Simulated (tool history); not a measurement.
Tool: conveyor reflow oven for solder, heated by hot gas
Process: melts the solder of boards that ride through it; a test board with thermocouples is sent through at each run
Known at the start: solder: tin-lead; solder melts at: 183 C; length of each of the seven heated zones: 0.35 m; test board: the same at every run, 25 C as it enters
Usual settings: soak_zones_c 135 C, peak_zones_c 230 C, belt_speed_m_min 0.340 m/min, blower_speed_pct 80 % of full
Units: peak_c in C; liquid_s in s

run 1 hour=0.0 | soak_zones_c=135 peak_zones_c=230 belt_speed_m_min=0.340 blower_speed_pct=80 | peak_c=219.6 liquid_s=95.9
run 2 hour=81.2 | soak_zones_c=135 peak_zones_c=230 belt_speed_m_min=0.304 blower_speed_pct=80 | peak_c=222.1 liquid_s=111.2
-- hour=128.9 flux residue cleaned out of gas plates and filters
run 3 hour=137.3 | soak_zones_c=135 peak_zones_c=230 belt_speed_m_min=0.304 blower_speed_pct=80 | peak_c=221.9 liquid_s=111.9
run 4 hour=189.7 | soak_zones_c=135 peak_zones_c=230 belt_speed_m_min=0.304 blower_speed_pct=80 | peak_c=222.1 liquid_s=111.7
run 5 hour=231.9 | soak_zones_c=135 peak_zones_c=230 belt_speed_m_min=0.304 blower_speed_pct=80 | peak_c=221.8 liquid_s=111.5
run 6 hour=277.7 | soak_zones_c=135 peak_zones_c=230 belt_speed_m_min=0.304 blower_speed_pct=68 | peak_c=219.3 liquid_s=107.0
run 7 hour=344.5 | soak_zones_c=135 peak_zones_c=230 belt_speed_m_min=0.340 blower_speed_pct=80 | peak_c=219.0 liquid_s=95.6
run 8 hour=382.3 | soak_zones_c=135 peak_zones_c=240 belt_speed_m_min=0.340 blower_speed_pct=80 | peak_c=228.8 liquid_s=103.8
-- hour=406.2 thermocouples of zones 6 and 7 changed
-- hour=466.9 flux residue cleaned out of gas plates and filters
run 9 hour=466.9 | soak_zones_c=135 peak_zones_c=230 belt_speed_m_min=0.340 blower_speed_pct=80 | peak_c=219.5 liquid_s=95.7
run 10 hour=522.6 | soak_zones_c=135 peak_zones_c=230 belt_speed_m_min=0.340 blower_speed_pct=80 | peak_c=219.8 liquid_s=96.2
run 11 hour=602.5 | soak_zones_c=135 peak_zones_c=230 belt_speed_m_min=0.340 blower_speed_pct=80 | peak_c=219.5 liquid_s=96.1
run 12 hour=670.6 | soak_zones_c=122 peak_zones_c=230 belt_speed_m_min=0.376 blower_speed_pct=67 | peak_c=210.5 liquid_s=68.3
run 13 hour=703.7 | soak_zones_c=122 peak_zones_c=237 belt_speed_m_min=0.376 blower_speed_pct=67 | peak_c=217.4 liquid_s=75.8
run 14 hour=783.8 | soak_zones_c=123 peak_zones_c=225 belt_speed_m_min=0.376 blower_speed_pct=67 | peak_c=206.9 liquid_s=62.8
-- hour=802.1 flux residue cleaned out of gas plates and filters
run 15 hour=862.7 | soak_zones_c=123 peak_zones_c=225 belt_speed_m_min=0.376 blower_speed_pct=67 | peak_c=206.7 liquid_s=62.3
run 16 hour=931.1 | soak_zones_c=135 peak_zones_c=231 belt_speed_m_min=0.340 blower_speed_pct=62 | peak_c=215.4 liquid_s=89.3
run 17 hour=1006.9 | soak_zones_c=131 peak_zones_c=231 belt_speed_m_min=0.312 blower_speed_pct=62 | peak_c=217.3 liquid_s=98.9
run 18 hour=1071.8 | soak_zones_c=131 peak_zones_c=231 belt_speed_m_min=0.312 blower_speed_pct=62 | peak_c=217.5 liquid_s=99.0
run 19 hour=1107.0 | soak_zones_c=131 peak_zones_c=231 belt_speed_m_min=0.316 blower_speed_pct=69 | peak_c=219.4 liquid_s=99.9
-- hour=1141.1 flux residue cleaned out of gas plates and filters
run 20 hour=1162.1 | soak_zones_c=137 peak_zones_c=230 belt_speed_m_min=0.382 blower_speed_pct=80 | peak_c=216.7 liquid_s=82.2
run 21 hour=1225.8 | soak_zones_c=137 peak_zones_c=230 belt_speed_m_min=0.382 blower_speed_pct=80 | peak_c=216.8 liquid_s=82.4
run 22 hour=1258.5 | soak_zones_c=137 peak_zones_c=219 belt_speed_m_min=0.369 blower_speed_pct=80 | peak_c=207.8 liquid_s=75.0

Forecast each of these 3 alternatives for the next run:
run A hour=1337.4 | soak_zones_c=137 peak_zones_c=219 belt_speed_m_min=0.329 blower_speed_pct=54 | peak_c=? liquid_s=?
run B hour=1337.4 | soak_zones_c=121 peak_zones_c=230 belt_speed_m_min=0.359 blower_speed_pct=80 | peak_c=? liquid_s=?
run C hour=1337.4 | soak_zones_c=135 peak_zones_c=230 belt_speed_m_min=0.388 blower_speed_pct=55 | peak_c=? liquid_s=?

run=A peak_c=203.7 liquid_s=73.5
run=B peak_c=216.1 liquid_s=79.9
run=C peak_c=207.5 liquid_s=64.6
Without the tool's hidden state the same runs would have given:
run=A peak_c=203.7 liquid_s=73.6
run=B peak_c=216.1 liquid_s=80.0
run=C peak_c=207.5 liquid_s=64.7

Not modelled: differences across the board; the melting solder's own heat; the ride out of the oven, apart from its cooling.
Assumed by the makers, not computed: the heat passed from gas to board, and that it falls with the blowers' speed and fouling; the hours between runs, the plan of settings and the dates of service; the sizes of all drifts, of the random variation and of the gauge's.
